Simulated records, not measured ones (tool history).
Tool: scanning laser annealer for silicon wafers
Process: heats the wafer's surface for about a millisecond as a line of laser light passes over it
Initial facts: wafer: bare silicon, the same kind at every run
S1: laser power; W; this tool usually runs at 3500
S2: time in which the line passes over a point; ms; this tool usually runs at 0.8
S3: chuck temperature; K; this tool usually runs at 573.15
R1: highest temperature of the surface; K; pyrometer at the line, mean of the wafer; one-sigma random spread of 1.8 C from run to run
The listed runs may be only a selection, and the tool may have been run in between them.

run   hour    S1     S2      S3       R1
  1      0  3500    0.8  573.15  1288.15
  2   34.6  3500    0.8  534.15  1245.15
  3   59.4  3500    0.8  560.15  1271.15
  4   90.2  3500    0.8  541.15  1252.15
  5  123.6  3500  0.674  573.15  1228.15
  6  154.7  3500    0.8  573.15  1284.15
  7  175.2  3500    0.8  573.15  1283.15
  8  223.5  3500    0.8  573.15  1283.15
  9  267.7  3500    0.8  573.15  1282.15
 10  300.5  3500    0.8  573.15  1285.15
     329.8  -- optics aligned, line set to its width
 11  343.3  3500    0.8  573.15  1289.15
 12  367.3  3500  0.907  573.15  1332.15
 13  399.5  3500  0.907  573.15  1334.15
 14  443.4  3500    0.8  573.15  1285.15
 15  474.6  3198  0.801  573.15  1221.15
 16  501.1  3376    0.8  609.15  1294.15
 17  527.4  3686    0.8  541.15  1293.15
 18  564.1  3686    0.8  541.15  1294.15
 19  587.2  3500  0.636  573.15  1205.15
     614.6  -- window over the wafer cleaned
 20  637.9  3500  0.636  573.15  1225.15
 21  660.6  3705   0.77  548.15  1306.15
 22    711  3705   0.77  548.15  1305.15

Run 23 is up next; what results do you expect?
 23  753.4  3750  0.677  593.15   ?

R1: 1310.15 K
Minus the tool's unlogged condition, the same run would have read R1 1313.15 K.
